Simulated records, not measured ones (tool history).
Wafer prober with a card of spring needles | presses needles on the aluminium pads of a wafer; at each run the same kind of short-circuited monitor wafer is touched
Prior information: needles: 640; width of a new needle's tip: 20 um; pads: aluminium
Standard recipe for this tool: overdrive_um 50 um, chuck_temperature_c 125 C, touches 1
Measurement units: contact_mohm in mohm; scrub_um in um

{"run": 1, "hour": 0.0, "overdrive_um": 50, "chuck_temperature_c": 125, "touches": 1, "contact_mohm": 379, "scrub_um": 6.42}
{"hour": 6.5, "done": "tips cleaned on abrasive film"}
{"run": 2, "hour": 12.6, "overdrive_um": 50, "chuck_temperature_c": 125, "touches": 1, "contact_mohm": 564, "scrub_um": 6.23}
{"hour": 21.6, "done": "tips cleaned on abrasive film"}
{"run": 3, "hour": 30.6, "overdrive_um": 50, "chuck_temperature_c": 125, "touches": 1, "contact_mohm": 417, "scrub_um": 6.23}
{"hour": 36.2, "done": "tips cleaned on abrasive film"}
{"run": 4, "hour": 47.6, "overdrive_um": 31, "chuck_temperature_c": 125, "touches": 1, "contact_mohm": 826, "scrub_um": 3.6}
{"hour": 51.4, "done": "tips cleaned on abrasive film"}
{"hour": 66.3, "done": "tips cleaned on abrasive film"}
{"run": 5, "hour": 67.2, "overdrive_um": 31, "chuck_temperature_c": 125, "touches": 1, "contact_mohm": 349, "scrub_um": 3.58}
{"hour": 80.7, "done": "tips cleaned on abrasive film"}
{"run": 6, "hour": 80.7, "overdrive_um": 33, "chuck_temperature_c": 125, "touches": 1, "contact_mohm": 298, "scrub_um": 3.93}
{"hour": 95.4, "done": "tips cleaned on abrasive film"}
{"hour": 99.0, "done": "tips cleaned on abrasive film, once more"}
{"run": 7, "hour": 101.6, "overdrive_um": 50, "chuck_temperature_c": 125, "touches": 1, "contact_mohm": 294, "scrub_um": 6.1}
{"hour": 113.4, "done": "tips cleaned on abrasive film"}
{"run": 8, "hour": 114.5, "overdrive_um": 50, "chuck_temperature_c": 125, "touches": 1, "contact_mohm": 266, "scrub_um": 6.19}
{"hour": 127.8, "done": "tips cleaned on abrasive film"}
{"run": 9, "hour": 129.0, "overdrive_um": 50, "chuck_temperature_c": 125, "touches": 1, "contact_mohm": 273, "scrub_um": 6.17}
{"hour": 143.7, "done": "tips cleaned on abrasive film"}
{"run": 10, "hour": 143.7, "overdrive_um": 50, "chuck_temperature_c": 125, "touches": 1, "contact_mohm": 245, "scrub_um": 6.15}
{"run": 11, "hour": 156.2, "overdrive_um": 50, "chuck_temperature_c": 125, "touches": 1, "contact_mohm": 470, "scrub_um": 6.02}
{"hour": 158.2, "done": "tips cleaned on abrasive film"}
{"hour": 174.1, "done": "tips cleaned on abrasive film"}
{"run": 12, "hour": 177.3, "overdrive_um": 50, "chuck_temperature_c": 125, "touches": 1, "contact_mohm": 317, "scrub_um": 6.11}
{"hour": 188.7, "done": "tips cleaned on abrasive film"}
{"run": 13, "hour": 193.6, "overdrive_um": 50, "chuck_temperature_c": 125, "touches": 3, "contact_mohm": 273, "scrub_um": 6.09}
{"hour": 203.2, "done": "tips cleaned on abrasive film"}
{"run": 14, "hour": 208.7, "overdrive_um": 50, "chuck_temperature_c": 125, "touches": 1, "contact_mohm": 356, "scrub_um": 6.09}
{"hour": 217.7, "done": "tips cleaned on abrasive film"}
{"run": 15, "hour": 217.9, "overdrive_um": 50, "chuck_temperature_c": 125, "touches": 1, "contact_mohm": 264, "scrub_um": 6.12}
{"hour": 233.2, "done": "tips cleaned on abrasive film"}
{"run": 16, "hour": 236.2, "overdrive_um": 50, "chuck_temperature_c": 125, "touches": 2, "contact_mohm": 282, "scrub_um": 5.97}
{"hour": 248.3, "done": "tips cleaned on abrasive film"}
{"hour": 251.1, "done": "height of the first contact set anew"}
{"run": 17, "hour": 257.5, "overdrive_um": 61, "chuck_temperature_c": 51, "touches": 1, "contact_mohm": 326, "scrub_um": 8.1}
{"hour": 264.5, "done": "tips cleaned on abrasive film"}
{"run": 18, "hour": 269.5, "overdrive_um": 61, "chuck_temperature_c": 51, "touches": 1, "contact_mohm": 289, "scrub_um": 8.13}
{"hour": 279.8, "done": "tips cleaned on abrasive film"}
{"run": 19, "hour": 286.5, "overdrive_um": 44, "chuck_temperature_c": 114, "touches": 3, "contact_mohm": 289, "scrub_um": 5.68}
{"hour": 295.8, "done": "tips cleaned on abrasive film"}
{"run": 20, "hour": 298.7, "overdrive_um": 50, "chuck_temperature_c": 59, "touches": 1, "contact_mohm": 304, "scrub_um": 6.7}
{"run": 21, "hour": 309.7, "overdrive_um": 50, "chuck_temperature_c": 59, "touches": 1, "contact_mohm": 457, "scrub_um": 6.58}
{"hour": 311.7, "done": "tips cleaned on abrasive film"}
{"run": 22, "hour": 322.6, "overdrive_um": 53, "chuck_temperature_c": 59, "touches": 1, "contact_mohm": 399, "scrub_um": 6.95}
{"hour": 327.2, "done": "tips cleaned on abrasive film"}
{"hour": 342.1, "done": "tips cleaned on abrasive film"}
{"run": 23, "hour": 342.1, "overdrive_um": 53, "chuck_temperature_c": 59, "touches": 1, "contact_mohm": 230, "scrub_um": 7.04}
{"hour": 356.7, "done": "tips cleaned on abrasive film"}
{"run": 24, "hour": 362.7, "overdrive_um": 61, "chuck_temperature_c": 36, "touches": 1, "contact_mohm": 295, "scrub_um": 8.05}
{"hour": 371.8, "done": "tips cleaned on abrasive film"}
{"run": 25, "hour": 372.7, "overdrive_um": 61, "chuck_temperature_c": 36, "touches": 1, "contact_mohm": 228, "scrub_um": 7.9}
{"hour": 386.2, "done": "tips cleaned on abrasive film"}
{"run": 26, "hour": 392.3, "overdrive_um": 35, "chuck_temperature_c": 96, "touches": 1, "contact_mohm": 507, "scrub_um": 4.45}
{"hour": 401.2, "done": "tips cleaned on abrasive film"}
{"run": 27, "hour": 406.5, "overdrive_um": 35, "chuck_temperature_c": 96, "touches": 1, "contact_mohm": 511, "scrub_um": 4.5}
{"hour": 416.0, "done": "tips cleaned on abrasive film"}
{"run": 28, "hour": 420.7, "overdrive_um": 57, "chuck_temperature_c": 109, "touches": 2, "contact_mohm": 276, "scrub_um": 7.42}
{"hour": 431.3, "done": "tips cleaned on abrasive film"}
{"run": 29, "hour": 439.9, "overdrive_um": 57, "chuck_temperature_c": 109, "touches": 2, "contact_mohm": 301, "scrub_um": 7.36}
{"hour": 447.1, "done": "tips cleaned on abrasive film"}
{"run": 30, "hour": 456.3, "overdrive_um": 61, "chuck_temperature_c": 42, "touches": 2, "contact_mohm": 289, "scrub_um": 7.94}
{"hour": 462.5, "done": "tips cleaned on abrasive film"}
{"run": 31, "hour": 471.4, "overdrive_um": 45, "chuck_temperature_c": 50, "touches": 2, "contact_mohm": 367, "scrub_um": 5.75}
{"hour": 477.6, "done": "tips cleaned on abrasive film"}
{"run": 32, "hour": 480.5, "overdrive_um": 46, "chuck_temperature_c": 50, "touches": 2, "contact_mohm": 290, "scrub_um": 5.94}

4 options for the next run, each taken on its own from the tool as it stands now. Forecast them:
{"hour": 492.6, "done": "tips cleaned on abrasive film"}
{"run": "A", "hour": 496.1, "overdrive_um": 43, "chuck_temperature_c": 36, "touches": 2, "contact_mohm": "?", "scrub_um": "?"}
{"hour": 492.6, "done": "tips cleaned on abrasive film"}
{"run": "B", "hour": 496.1, "overdrive_um": 37, "chuck_temperature_c": 50, "touches": 2, "contact_mohm": "?", "scrub_um": "?"}
{"hour": 492.6, "done": "tips cleaned on abrasive film"}
{"run": "C", "hour": 496.1, "overdrive_um": 46, "chuck_temperature_c": 50, "touches": 1, "contact_mohm": "?", "scrub_um": "?"}
{"hour": 492.6, "done": "tips cleaned on abrasive film"}
{"run": "D", "hour": 496.1, "overdrive_um": 30, "chuck_temperature_c": 62, "touches": 3, "contact_mohm": "?", "scrub_um": "?"}

run=A contact_mohm=300 scrub_um=5.42
run=B contact_mohm=330 scrub_um=4.77
run=C contact_mohm=334 scrub_um=5.87
run=D contact_mohm=335 scrub_um=3.71
The same runs, with their run-to-run variation unchanged, on a tool lacking any hidden condition would have given:
run=A contact_mohm=211 scrub_um=5.66
run=B contact_mohm=214 scrub_um=5.02
run=C contact_mohm=210 scrub_um=6.11
run=D contact_mohm=227 scrub_um=3.95

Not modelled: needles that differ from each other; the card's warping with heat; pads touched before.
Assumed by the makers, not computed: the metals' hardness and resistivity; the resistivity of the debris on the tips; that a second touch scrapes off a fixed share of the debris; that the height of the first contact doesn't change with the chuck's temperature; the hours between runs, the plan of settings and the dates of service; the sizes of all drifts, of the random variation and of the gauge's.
